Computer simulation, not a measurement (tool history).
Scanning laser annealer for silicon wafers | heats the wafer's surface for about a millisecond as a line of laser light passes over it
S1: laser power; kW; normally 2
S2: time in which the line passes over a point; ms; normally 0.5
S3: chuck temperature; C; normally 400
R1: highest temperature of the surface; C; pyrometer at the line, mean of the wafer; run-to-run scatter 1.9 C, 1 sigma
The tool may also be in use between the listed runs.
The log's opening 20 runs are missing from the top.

run,hour,S1,S2,S3,R1
21,255.9,2,0.5,400,1155
22,263.1,2.119,0.384,402,1130
23,277.5,1.964,0.529,366,1120
24,291.2,1.964,0.529,366,1121
25,302,1.964,0.529,366,1116
# hour 309.9: window over the wafer cleaned
26,320.8,1.964,0.529,366,1157
27,330,2.127,0.413,392,1183
28,345.4,2.127,0.493,416,1268

For run 29, what comes out?
29,360.7,1.719,0.5,405,?

{"run 29": {"R1": 1053}}
Had the tool carried no hidden state, the very same run would have given R1 1061 C.
